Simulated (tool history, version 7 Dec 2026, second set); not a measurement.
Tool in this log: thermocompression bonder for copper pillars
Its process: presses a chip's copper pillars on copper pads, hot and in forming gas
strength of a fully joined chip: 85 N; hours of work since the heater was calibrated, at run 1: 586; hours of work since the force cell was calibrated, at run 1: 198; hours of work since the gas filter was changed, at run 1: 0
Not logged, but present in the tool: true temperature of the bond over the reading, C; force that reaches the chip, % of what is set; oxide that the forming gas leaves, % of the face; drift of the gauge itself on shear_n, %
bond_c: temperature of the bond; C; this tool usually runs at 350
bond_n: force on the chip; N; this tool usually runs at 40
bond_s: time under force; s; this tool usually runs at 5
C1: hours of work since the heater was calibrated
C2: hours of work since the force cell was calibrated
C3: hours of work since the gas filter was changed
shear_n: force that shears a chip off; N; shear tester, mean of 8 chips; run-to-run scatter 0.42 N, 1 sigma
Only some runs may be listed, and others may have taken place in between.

Run 1, hour 0: usual settings; C1 586; C2 198; C3 0. Result: shear_n 35.3 N.
Run 2, hour 24.7: usual settings; C1 606; C2 218; C3 20. Result: shear_n 35.2 N.
Run 3, hour 60.5: usual settings; C1 634; C2 246; C3 48. Result: shear_n 35 N.
Run 4, hour 96.9: usual settings; C1 663; C2 275; C3 77. Result: shear_n 35.5 N.
Run 5, hour 127.7: usual settings but bond_n 27 N; C1 688; C2 300; C3 102. Result: shear_n 22.3 N.
Run 6, hour 158: usual settings; C1 712; C2 324; C3 126. Result: shear_n 35.1 N.
Run 7, hour 174.6: usual settings; C1 725; C2 337; C3 139. Result: shear_n 34.8 N.
Run 8, hour 191.8: usual settings; C1 739; C2 351; C3 153. Result: shear_n 34.8 N.
Run 9, hour 229.2: usual settings; C1 769; C2 380; C3 183. Result: shear_n 34.8 N.
Run 10, hour 255.3: usual settings but bond_c 324 C, bond_n 35 N, bond_s 9 s; C1 789; C2 401; C3 203. Result: shear_n 28.7 N.
Run 11, hour 288.9: usual settings but bond_c 335 C, bond_n 48 N, bond_s 7 s; C1 816; C2 428; C3 230. Result: shear_n 40.8 N.
Run 12, hour 313: usual settings but bond_c 358 C, bond_n 46 N, bond_s 13 s; C1 835; C2 447; C3 249. Result: shear_n 55.2 N.
Run 13, hour 331: usual settings but bond_c 358 C, bond_n 46 N, bond_s 13 s; C1 850; C2 462; C3 264. Result: shear_n 55 N.
Run 14, hour 353.1: usual settings but bond_c 358 C, bond_n 46 N, bond_s 13 s; C1 867; C2 479; C3 281. Result: shear_n 54.9 N.
Run 15, hour 379: usual settings but bond_c 357 C, bond_s 3 s; C1 888; C2 500; C3 302. Result: shear_n 29.3 N.
Run 16, hour 416.7: usual settings but bond_c 357 C, bond_s 3 s; C1 918; C2 530; C3 332. Result: shear_n 28.5 N.
Run 17, hour 452.5: usual settings but bond_c 330 C, bond_n 35 N; C1 946; C2 558; C3 360. Result: shear_n 23.1 N.
At hour 477.6: forming gas filter changed.
Run 18, hour 491.1: usual settings but bond_c 353 C, bond_n 49 N, bond_s 8 s; C1 977; C2 589; C3 11. Result: shear_n 52.5 N.

Predict each of these 4 candidate next runs independently; none follows another, all start after run 18:
Run A, hour 509.5: usual settings; C1 992; C2 603; C3 25. Result: shear_n ?.
Run B, hour 509.5: usual settings but bond_s 4 s; C1 992; C2 603; C3 25. Result: shear_n ?.
Run C, hour 509.5: usual settings but bond_c 357 C, bond_n 49 N, bond_s 3 s; C1 992; C2 603; C3 25. Result: shear_n ?.
Run D, hour 509.5: usual settings but bond_c 358 C, bond_n 25 N; C1 992; C2 603; C3 25. Result: shear_n ?.

run  shear_n
  A     37.5
  B     33.3
  C     39.7
  D     24.1
With the hidden condition removed and each run's random variation left untouched, the same runs would have given:
run  shear_n
  A     35.6
  B     31.5
  C     37.8
  D     22.7
